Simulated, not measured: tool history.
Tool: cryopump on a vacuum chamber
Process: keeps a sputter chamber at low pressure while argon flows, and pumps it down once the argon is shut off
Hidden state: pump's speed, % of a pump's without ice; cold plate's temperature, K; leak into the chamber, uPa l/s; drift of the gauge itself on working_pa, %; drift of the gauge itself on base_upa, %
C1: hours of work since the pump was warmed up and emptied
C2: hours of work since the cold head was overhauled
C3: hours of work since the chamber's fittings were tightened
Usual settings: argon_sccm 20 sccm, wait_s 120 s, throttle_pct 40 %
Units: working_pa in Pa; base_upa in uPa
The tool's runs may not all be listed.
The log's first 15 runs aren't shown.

{"run": 16, "hour": 631.0, "argon_sccm": 20, "wait_s": 120, "throttle_pct": 33, "C1": 524, "C2": 524, "C3": 1713, "working_pa": 0.0639, "base_upa": 1.03}
{"run": 17, "hour": 656.5, "argon_sccm": 20, "wait_s": 120, "throttle_pct": 33, "C1": 539, "C2": 539, "C3": 1728, "working_pa": 0.0645, "base_upa": 1.03}
{"run": 18, "hour": 699.3, "argon_sccm": 21, "wait_s": 120, "throttle_pct": 33, "C1": 564, "C2": 564, "C3": 1753, "working_pa": 0.0699, "base_upa": 1.11}
{"run": 19, "hour": 745.3, "argon_sccm": 21, "wait_s": 120, "throttle_pct": 33, "C1": 591, "C2": 591, "C3": 1780, "working_pa": 0.0694, "base_upa": 1.07}
{"run": 20, "hour": 782.0, "argon_sccm": 21, "wait_s": 245, "throttle_pct": 22, "C1": 613, "C2": 613, "C3": 1802, "working_pa": 0.0992, "base_upa": 0.9}
{"run": 21, "hour": 805.4, "argon_sccm": 20, "wait_s": 227, "throttle_pct": 20, "C1": 627, "C2": 627, "C3": 1816, "working_pa": 0.1036, "base_upa": 0.94}
{"hour": 819.0, "done": "pump warmed up, emptied and cooled again"}
{"run": 22, "hour": 842.7, "argon_sccm": 35, "wait_s": 90, "throttle_pct": 40, "C1": 14, "C2": 646, "C3": 1835, "working_pa": 0.083, "base_upa": 1.02}
{"run": 23, "hour": 873.7, "argon_sccm": 35, "wait_s": 90, "throttle_pct": 40, "C1": 32, "C2": 664, "C3": 1853, "working_pa": 0.0832, "base_upa": 1.07}
{"run": 24, "hour": 900.5, "argon_sccm": 35, "wait_s": 218, "throttle_pct": 25, "C1": 48, "C2": 680, "C3": 1869, "working_pa": 0.1324, "base_upa": 0.68}
{"run": 25, "hour": 958.2, "argon_sccm": 20, "wait_s": 67, "throttle_pct": 40, "C1": 82, "C2": 714, "C3": 1903, "working_pa": 0.0475, "base_upa": 1.25}
{"run": 26, "hour": 1012.9, "argon_sccm": 25, "wait_s": 67, "throttle_pct": 43, "C1": 114, "C2": 746, "C3": 1935, "working_pa": 0.0559, "base_upa": 1.25}
{"run": 27, "hour": 1046.5, "argon_sccm": 10, "wait_s": 21, "throttle_pct": 43, "C1": 134, "C2": 766, "C3": 1955, "working_pa": 0.0233, "base_upa": 2.89}
{"run": 28, "hour": 1079.7, "argon_sccm": 19, "wait_s": 23, "throttle_pct": 43, "C1": 154, "C2": 786, "C3": 1974, "working_pa": 0.0434, "base_upa": 2.75}
{"run": 29, "hour": 1129.4, "argon_sccm": 29, "wait_s": 50, "throttle_pct": 18, "C1": 183, "C2": 815, "C3": 2004, "working_pa": 0.1531, "base_upa": 1.56}
{"run": 30, "hour": 1182.6, "argon_sccm": 29, "wait_s": 50, "throttle_pct": 18, "C1": 214, "C2": 846, "C3": 2035, "working_pa": 0.1535, "base_upa": 1.58}
{"run": 31, "hour": 1240.7, "argon_sccm": 18, "wait_s": 120, "throttle_pct": 24, "C1": 248, "C2": 880, "C3": 2069, "working_pa": 0.0726, "base_upa": 1.05}
{"run": 32, "hour": 1293.2, "argon_sccm": 18, "wait_s": 120, "throttle_pct": 24, "C1": 279, "C2": 911, "C3": 2100, "working_pa": 0.0728, "base_upa": 1.05}
{"run": 33, "hour": 1344.3, "argon_sccm": 10, "wait_s": 120, "throttle_pct": 40, "C1": 309, "C2": 941, "C3": 2130, "working_pa": 0.0264, "base_upa": 1.09}
{"run": 34, "hour": 1394.1, "argon_sccm": 10, "wait_s": 120, "throttle_pct": 40, "C1": 339, "C2": 971, "C3": 2160, "working_pa": 0.0254, "base_upa": 1.06}
{"run": 35, "hour": 1419.9, "argon_sccm": 10, "wait_s": 120, "throttle_pct": 40, "C1": 354, "C2": 986, "C3": 2175, "working_pa": 0.0256, "base_upa": 1.12}

Forecast each of these 3 alternatives for the next run:
{"run": "A", "hour": 1456.8, "argon_sccm": 10, "wait_s": 120, "throttle_pct": 45, "C1": 376, "C2": 1008, "C3": 2197, "working_pa": "?", "base_upa": "?"}
{"run": "B", "hour": 1456.8, "argon_sccm": 38, "wait_s": 120, "throttle_pct": 40, "C1": 376, "C2": 1008, "C3": 2197, "working_pa": "?", "base_upa": "?"}
{"run": "C", "hour": 1456.8, "argon_sccm": 24, "wait_s": 87, "throttle_pct": 18, "C1": 376, "C2": 1008, "C3": 2197, "working_pa": "?", "base_upa": "?"}

run=A working_pa=0.0233 base_upa=1.05
run=B working_pa=0.0975 base_upa=1.11
run=C working_pa=0.1304 base_upa=1.27
Without the tool's hidden state the same runs would have given:
run=A working_pa=0.0205 base_upa=0.55
run=B working_pa=0.0872 base_upa=0.59
run=C working_pa=0.1238 base_upa=0.75

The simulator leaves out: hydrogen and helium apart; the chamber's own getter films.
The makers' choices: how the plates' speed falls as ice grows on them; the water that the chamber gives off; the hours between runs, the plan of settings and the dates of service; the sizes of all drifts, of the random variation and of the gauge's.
